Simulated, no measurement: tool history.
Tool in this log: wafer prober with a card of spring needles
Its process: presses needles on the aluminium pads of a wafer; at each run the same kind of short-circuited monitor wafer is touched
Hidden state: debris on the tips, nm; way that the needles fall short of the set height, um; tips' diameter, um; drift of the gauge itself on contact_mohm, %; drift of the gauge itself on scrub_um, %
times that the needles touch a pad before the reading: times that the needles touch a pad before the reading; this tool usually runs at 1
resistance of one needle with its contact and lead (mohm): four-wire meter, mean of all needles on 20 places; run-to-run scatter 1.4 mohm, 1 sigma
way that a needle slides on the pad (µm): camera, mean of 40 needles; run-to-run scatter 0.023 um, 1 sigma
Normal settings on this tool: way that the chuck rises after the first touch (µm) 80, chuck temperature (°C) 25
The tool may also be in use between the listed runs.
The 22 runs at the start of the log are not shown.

| run | day | way that the chuck rises after the first touch (µm) | chuck temperature (°C) | times that the needles touch a pad before the reading | touches since the tips were cleaned | cleanings since the card got new needles | touches since the first contact's height was set | resistance of one needle with its contact and lead (mohm) | way that a needle slides on the pad (µm) |
|---|---|---|---|---|---|---|---|---|---|
|  | 8.033 | tips cleaned on abrasive film |
| 23 | 8.350 | 61 | 60 | 1 | 3200 | 29 | 39031 | 162 | 9.60 |
|  | 8.454 | tips cleaned on abrasive film |
| 24 | 8.683 | 80 | 25 | 2 | 2334 | 30 | 42385 | 143 | 12.53 |
|  | 8.896 | tips cleaned on abrasive film |
| 25 | 9.012 | 80 | 25 | 2 | 1179 | 31 | 45677 | 143 | 12.54 |
|  | 9.354 | tips cleaned on abrasive film |
| 26 | 9.496 | 80 | 25 | 2 | 1449 | 32 | 50523 | 142 | 12.56 |
|  | 9.808 | tips cleaned on abrasive film |
| 27 | 9.825 | 65 | 25 | 1 | 166 | 33 | 53798 | 140 | 10.15 |
| 28 | 10.183 | 80 | 25 | 1 | 3796 | 33 | 57428 | 149 | 12.52 |
|  | 10.250 | tips cleaned on abrasive film |
| 29 | 10.621 | 76 | 112 | 1 | 3774 | 34 | 61841 | 162 | 11.86 |
|  | 10.671 | tips cleaned on abrasive film |
| 30 | 11.042 | 70 | 52 | 1 | 3776 | 35 | 66055 | 157 | 10.88 |
|  | 11.117 | tips cleaned on abrasive film |
| 31 | 11.408 | 70 | 52 | 1 | 2936 | 36 | 69710 | 155 | 10.87 |
|  | 11.550 | tips cleaned on abrasive film |
| 32 | 11.862 | 67 | 63 | 2 | 3167 | 37 | 74296 | 156 | 10.39 |

Consider 5 possible next runs. They are alternatives, not a sequence: every one starts from the tool as it was left by run 32. What does each give?
|  | 11.967 | tips cleaned on abrasive film |
| A | 12.071 | 67 | 59 | 2 | 1027 | 38 | 76344 | ? | ? |
|  | 11.967 | tips cleaned on abrasive film |
| B | 12.071 | 80 | 113 | 2 | 1027 | 38 | 76344 | ? | ? |
|  | 11.967 | tips cleaned on abrasive film |
| C | 12.071 | 93 | 93 | 1 | 1027 | 38 | 76344 | ? | ? |
|  | 11.967 | tips cleaned on abrasive film |
| D | 12.071 | 80 | 25 | 3 | 1027 | 38 | 76344 | ? | ? |
|  | 11.967 | tips cleaned on abrasive film |
| E | 12.071 | 71 | 25 | 1 | 1027 | 38 | 76344 | ? | ? |

| run | resistance of one needle with its contact and lead (mohm) | way that a needle slides on the pad (µm) |
|---|---|---|
| A | 149 | 10.36 |
| B | 155 | 12.44 |
| C | 152 | 14.57 |
| D | 138 | 12.46 |
| E | 142 | 11.02 |
Without the tool's unlogged condition, the same runs would have read:
| run | resistance of one needle with its contact and lead (mohm) | way that a needle slides on the pad (µm) |
|---|---|---|
| A | 144 | 10.60 |
| B | 151 | 12.69 |
| C | 147 | 14.81 |
| D | 135 | 12.70 |
| E | 134 | 11.26 |
